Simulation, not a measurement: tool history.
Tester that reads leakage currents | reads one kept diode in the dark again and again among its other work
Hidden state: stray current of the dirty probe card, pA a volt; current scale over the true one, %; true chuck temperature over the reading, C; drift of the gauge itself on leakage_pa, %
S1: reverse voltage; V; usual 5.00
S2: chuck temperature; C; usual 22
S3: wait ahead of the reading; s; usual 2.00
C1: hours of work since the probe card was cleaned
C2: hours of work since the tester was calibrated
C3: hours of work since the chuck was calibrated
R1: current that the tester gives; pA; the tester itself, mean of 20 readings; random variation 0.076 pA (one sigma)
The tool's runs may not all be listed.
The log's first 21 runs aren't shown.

run 22 day=62.558 | S1=5.00 S2=43 S3=2.79 | C1=1385 C2=3338 C3=427 | R1=123.25
run 23 day=64.979 | S1=5.00 S2=43 S3=2.79 | C1=1424 C2=3377 C3=466 | R1=122.35
run 24 day=66.908 | S1=5.60 S2=43 S3=2.79 | C1=1455 C2=3409 C3=498 | R1=129.94
run 25 day=70.946 | S1=5.60 S2=43 S3=2.79 | C1=1521 C2=3475 C3=564 | R1=129.77
run 26 day=74.200 | S1=5.60 S2=43 S3=2.79 | C1=1574 C2=3527 C3=617 | R1=129.63
run 27 day=77.096 | S1=2.96 S2=31 S3=0.82 | C1=1621 C2=3575 C3=664 | R1=34.96
run 28 day=80.062 | S1=5.91 S2=22 S3=1.98 | C1=1670 C2=3623 C3=712 | R1=24.73
run 29 day=82.042 | S1=5.91 S2=22 S3=1.98 | C1=1702 C2=3655 C3=744 | R1=24.84
run 30 day=83.929 | S1=4.42 S2=40 S3=9.08 | C1=1732 C2=3686 C3=775 | R1=88.40
run 31 day=87.042 | S1=1.10 S2=59 S3=2.00 | C1=1783 C2=3736 C3=826 | R1=204.49
-- day=89.442 tester calibrated
run 32 day=90.625 | S1=2.30 S2=22 S3=2.00 | C1=1840 C2=19 C3=883 | R1=14.21
-- day=91.725 probe card cleaned and baked
run 33 day=94.825 | S1=2.30 S2=22 S3=2.00 | C1=50 C2=86 C3=949 | R1=11.88
run 34 day=98.442 | S1=5.00 S2=59 S3=4.45 | C1=109 C2=144 C3=1008 | R1=437.44
run 35 day=100.842 | S1=5.00 S2=23 S3=0.92 | C1=148 C2=184 C3=1047 | R1=21.13
run 36 day=105.021 | S1=6.61 S2=23 S3=2.00 | C1=216 C2=252 C3=1115 | R1=23.37
run 37 day=108.592 | S1=17.15 S2=23 S3=4.10 | C1=275 C2=310 C3=1173 | R1=38.54
run 38 day=111.054 | S1=17.15 S2=23 S3=4.10 | C1=315 C2=350 C3=1213 | R1=38.97
run 39 day=115.050 | S1=17.15 S2=38 S3=4.10 | C1=380 C2=415 C3=1278 | R1=143.83
run 40 day=118.821 | S1=17.15 S2=38 S3=4.10 | C1=441 C2=476 C3=1339 | R1=143.99

3 ways to go on from here, each from the tool as it stands after run 40. What would each give?
run A day=121.412 | S1=2.21 S2=36 S3=0.99 | C1=483 C2=518 C3=1382 | R1=?
run B day=121.412 | S1=3.73 S2=22 S3=2.00 | C1=483 C2=518 C3=1382 | R1=?
run C day=121.412 | S1=4.28 S2=21 S3=7.69 | C1=483 C2=518 C3=1382 | R1=?

run=A R1=42.48
run=B R1=16.03
run=C R1=15.21
Without the tool's hidden state the same runs would have given:
run=A R1=45.09
run=B R1=16.26
run=C R1=15.27
